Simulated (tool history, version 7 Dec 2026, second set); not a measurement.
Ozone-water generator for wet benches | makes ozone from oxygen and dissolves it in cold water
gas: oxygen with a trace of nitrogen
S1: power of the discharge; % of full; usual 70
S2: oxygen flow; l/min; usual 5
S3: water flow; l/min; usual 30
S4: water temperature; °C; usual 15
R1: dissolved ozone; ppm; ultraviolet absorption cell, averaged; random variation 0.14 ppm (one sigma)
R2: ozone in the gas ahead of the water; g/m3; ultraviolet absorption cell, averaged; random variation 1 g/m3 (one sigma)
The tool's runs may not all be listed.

Run 1, day 0: usual settings. Result: R1 13 ppm, R2 139.6 g/m3.
Run 2, day 7.133: usual settings. Result: R1 12.9 ppm, R2 137.7 g/m3.
Run 3, day 10.675: usual settings. Result: R1 12.7 ppm, R2 137.8 g/m3.
Run 4, day 17.15: usual settings. Result: R1 12.8 ppm, R2 136.9 g/m3.
Run 5, day 24: usual settings but S2 8.71 l/min. Result: R1 13.5 ppm, R2 105.6 g/m3.
Run 6, day 28.996: usual settings but S2 3.9 l/min. Result: R1 11.7 ppm, R2 151.4 g/m3.
Run 7, day 35.821: usual settings but S2 3.9 l/min. Result: R1 11.7 ppm, R2 149.5 g/m3.
Run 8, day 43.233: usual settings but S2 3.9 l/min. Result: R1 11.6 ppm, R2 150.6 g/m3.
Run 9, day 48.054: usual settings but S2 3.9 l/min. Result: R1 11.3 ppm, R2 150.3 g/m3.
Run 10, day 55.975: usual settings. Result: R1 11.7 ppm, R2 130.7 g/m3.
Run 11, day 63.042: usual settings but S1 73 % of full. Result: R1 12 ppm, R2 135.5 g/m3.
At day 65.008: electrodes of the discharge changed.
Run 12, day 67.875: usual settings but S1 73 % of full. Result: R1 16.4 ppm, R2 181.5 g/m3.
Run 13, day 71.212: usual settings. Result: R1 15.6 ppm, R2 171.7 g/m3.
Run 14, day 79.183: usual settings. Result: R1 15.7 ppm, R2 170.5 g/m3.
Run 15, day 82.925: usual settings. Result: R1 15.5 ppm, R2 169.6 g/m3.
Run 16, day 86.6: usual settings but S2 3.06 l/min, S4 7 °C. Result: R1 14 ppm, R2 213.9 g/m3.
Run 17, day 91.971: usual settings but S2 3.65 l/min, S3 19 l/min, S4 17 °C. Result: R1 21.4 ppm, R2 194.3 g/m3.
Run 18, day 95.292: usual settings but S1 43 % of full. Result: R1 9.7 ppm, R2 108.9 g/m3.
Run 19, day 99.179: usual settings but S1 67 % of full, S2 3.07 l/min. Result: R1 12.6 ppm, R2 202 g/m3.
Run 20, day 106.95: usual settings but S1 51 % of full, S2 4.49 l/min, S3 29 l/min, S4 12 °C. Result: R1 11.7 ppm, R2 131.9 g/m3.
Run 21, day 112.546: usual settings but S1 51 % of full, S2 4.49 l/min, S3 29 l/min, S4 8 °C. Result: R1 12 ppm, R2 132 g/m3.
Run 22, day 116.721: usual settings but S1 51 % of full, S2 4.49 l/min, S3 29 l/min, S4 8 °C. Result: R1 12.1 ppm, R2 132 g/m3.
Run 23, day 123.204: usual settings but S1 51 % of full, S2 4.49 l/min, S3 29 l/min, S4 8 °C. Result: R1 11.8 ppm, R2 130.3 g/m3.
At day 127.038: contactor cleaned.
Run 24, day 129.108: usual settings but S1 46 % of full, S2 3.38 l/min, S3 29 l/min, S4 10 °C. Result: R1 10.1 ppm, R2 133.7 g/m3.
Run 25, day 136.592: usual settings but S1 59 % of full, S2 3.38 l/min, S3 43 l/min, S4 16 °C. Result: R1 7.7 ppm, R2 167.4 g/m3.
Run 26, day 140.429: usual settings but S2 8.05 l/min, S4 19 °C. Result: R1 15.2 ppm, R2 130.3 g/m3.
Run 27, day 145.825: usual settings but S1 79 % of full, S2 4.02 l/min, S3 46 l/min, S4 11 °C. Result: R1 9.9 ppm, R2 198.2 g/m3.
Run 28, day 150.829: usual settings but S1 64 % of full, S3 24 l/min. Result: R1 16.8 ppm, R2 149.6 g/m3.
Run 29, day 157.554: usual settings but S1 64 % of full, S2 3.67 l/min, S3 42 l/min, S4 14 °C. Result: R1 8.7 ppm, R2 171.3 g/m3.

5 ways to go on from here, each from the tool as it stands after run 29. What would each give?
Run A, day 165.038: usual settings but S1 99 % of full, S2 6.55 l/min, S3 42 l/min, S4 8 °C. Result: R1 ?, R2 ?.
Run B, day 165.038: usual settings but S1 67 % of full, S3 46 l/min, S4 20 °C. Result: R1 ?, R2 ?.
Run C, day 165.038: usual settings but S1 98 % of full, S3 37 l/min. Result: R1 ?, R2 ?.
Run D, day 165.038: usual settings but S1 40 % of full, S3 47 l/min, S4 8 °C. Result: R1 ?, R2 ?.
Run E, day 165.038: usual settings but S1 83 % of full, S2 6.23 l/min, S3 42 l/min, S4 18 °C. Result: R1 ?, R2 ?.

run    R1     R2
  A  15.6  187.7
  B   8.2  153.7
  C  15.3  211.7
  D   5.9   98.6
  E  11.9  167.2
Without the tool's hidden state the same runs would have given:
run    R1     R2
  A  17.9  212.2
  B   9.2  168.2
  C  17.6  239.1
  D   6.3  103.4
  E  13.6  186.2

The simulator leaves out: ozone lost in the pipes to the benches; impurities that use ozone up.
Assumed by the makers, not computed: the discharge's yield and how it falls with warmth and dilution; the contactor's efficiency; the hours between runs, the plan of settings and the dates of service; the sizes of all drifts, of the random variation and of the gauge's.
